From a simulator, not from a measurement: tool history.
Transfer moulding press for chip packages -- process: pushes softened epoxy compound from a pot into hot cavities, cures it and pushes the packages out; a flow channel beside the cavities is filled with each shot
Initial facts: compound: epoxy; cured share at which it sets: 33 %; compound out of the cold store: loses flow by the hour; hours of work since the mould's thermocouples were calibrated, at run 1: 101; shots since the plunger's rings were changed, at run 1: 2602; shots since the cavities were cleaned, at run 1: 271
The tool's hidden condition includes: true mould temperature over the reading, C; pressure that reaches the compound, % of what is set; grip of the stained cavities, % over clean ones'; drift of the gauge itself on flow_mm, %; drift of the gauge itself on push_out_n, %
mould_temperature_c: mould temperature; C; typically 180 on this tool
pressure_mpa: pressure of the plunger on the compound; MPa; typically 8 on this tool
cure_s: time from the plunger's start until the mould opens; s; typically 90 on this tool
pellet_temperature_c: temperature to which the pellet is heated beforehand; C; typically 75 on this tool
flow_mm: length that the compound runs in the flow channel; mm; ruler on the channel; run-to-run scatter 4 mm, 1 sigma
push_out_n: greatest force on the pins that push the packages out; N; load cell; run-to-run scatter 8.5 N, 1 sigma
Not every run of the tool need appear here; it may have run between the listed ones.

run,hour,mould_temperature_c,pressure_mpa,cure_s,pellet_temperature_c,hours of work since the mould's thermocouples were calibrated,shots since the plunger's rings were changed,shots since the cavities were cleaned,incoming compound's hours out of the cold store,flow_mm,push_out_n
1,0,180,8,90,75,101,2602,271,35.2,562,379
2,7.7,180,8,90,75,106,2707,376,28.6,573,381
# hour 12: cavities cleaned with cleaning compound and waxed
3,13.6,180,8,90,75,109,2767,21,17.9,602,385
4,21.1,180,8,90,75,115,2870,124,42.4,544,370
5,27.5,180,8,90,75,119,2958,212,8.8,622,386
6,32.7,180,8,90,75,123,3029,283,17.4,600,385
7,39.6,180,8,90,75,127,3123,377,20.7,583,404
# hour 44.1: cavities cleaned with cleaning compound and waxed
8,49.8,177,8,90,75,133,3243,78,33.1,578,431
9,56.3,177,8,90,75,138,3332,167,14.7,616,460
10,61.3,177,8,90,75,141,3401,236,18.3,604,442
11,70,177,8,90,75,147,3520,355,14,618,447
# hour 75.9: cavities cleaned with cleaning compound and waxed
12,79.7,177,8,90,75,153,3632,52,11.4,625,446
13,87.8,186,8.07,90,75,158,3742,162,14.1,596,330
14,92.6,179,8.95,96,76,162,3808,228,26.1,617,356
15,99,183,6.44,120,68,166,3896,316,41,482,320
16,103.7,185,8,90,75,169,3960,380,17.4,594,328
# hour 107.5: cavities cleaned with cleaning compound and waxed
17,109.4,185,8.72,89,85,172,4018,26,42,554,320
18,113.9,185,8.72,89,85,175,4079,87,27.1,591,329
19,121.7,176,6.34,90,81,181,4187,195,46.9,476,444
20,126.8,176,6.34,90,81,184,4257,265,22.7,534,466
21,131.4,180,6.94,113,75,187,4320,328,31.9,528,323
22,136.8,183,6.94,107,75,191,4393,401,44.1,493,331
# hour 138.9: cavities cleaned with cleaning compound and waxed
23,143.5,173,7.67,111,82,195,4464,62,13.5,619,406
24,148,176,6.92,114,80,198,4526,124,28.6,547,328

5 options for the next run, each taken on its own from the tool as it stands now. Forecast them:
A,151.9,176,6.92,114,69,201,4580,178,36.9,?,?
B,151.9,177,9.26,114,84,201,4580,178,42.1,?,?
C,151.9,180,8,78,72,201,4580,178,20.5,?,?
D,151.9,185,6.92,114,80,201,4580,178,29.9,?,?
E,151.9,175,6.92,114,80,201,4580,178,22.2,?,?

run,flow_mm,push_out_n
A,521,337
B,595,326
C,599,484
D,521,321
E,566,357
Stripped of hidden state, with their random variation kept, the same runs would have yielded:
run,flow_mm,push_out_n
A,522,336
B,595,325
C,600,482
D,522,320
E,567,356
